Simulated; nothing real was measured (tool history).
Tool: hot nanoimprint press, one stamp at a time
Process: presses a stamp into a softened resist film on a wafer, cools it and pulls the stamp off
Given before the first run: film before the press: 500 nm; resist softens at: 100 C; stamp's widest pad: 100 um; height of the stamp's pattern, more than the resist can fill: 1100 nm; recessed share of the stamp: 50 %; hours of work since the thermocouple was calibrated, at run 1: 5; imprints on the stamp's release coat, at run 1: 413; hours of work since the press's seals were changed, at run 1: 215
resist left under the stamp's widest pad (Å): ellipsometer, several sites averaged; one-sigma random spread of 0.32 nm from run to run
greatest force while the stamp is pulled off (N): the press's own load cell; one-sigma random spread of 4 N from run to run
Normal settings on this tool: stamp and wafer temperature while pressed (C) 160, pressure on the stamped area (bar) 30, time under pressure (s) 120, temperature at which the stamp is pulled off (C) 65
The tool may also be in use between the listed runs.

run,day,stamp and wafer temperature while pressed (C),pressure on the stamped area (bar),time under pressure (s),temperature at which the stamp is pulled off (C),hours of work since the thermocouple was calibrated,imprints on the stamp's release coat,hours of work since the press's seals were changed,resist left under the stamp's widest pad (Å),greatest force while the stamp is pulled off (N)
1,0.000,160,30,120,65,5,413,215,2579,224
2,0.667,160,30,120,65,15,469,225,2579,225
3,1.550,160,30,120,65,29,544,239,2584,224
4,2.596,160,30,120,65,45,632,256,2583,227
5,3.375,160,30,120,65,58,697,268,2590,240
6,4.417,160,30,120,65,74,786,284,2591,243
7,5.371,160,30,120,65,89,866,299,2590,249
8,5.979,160,30,120,65,99,917,309,2593,250
9,7.021,160,30,120,65,115,1005,325,2599,262

Predict the results of run 10:
10,7.779,160,30,120,65,127,1069,337,?,?

Logged for run 10: resist left under the stamp's widest pad (Å) 2600, greatest force while the stamp is pulled off (N) 256.
Minus the tool's unlogged condition, the same run would have read resist left under the stamp's widest pad (Å) 2571, greatest force while the stamp is pulled off (N) 192.
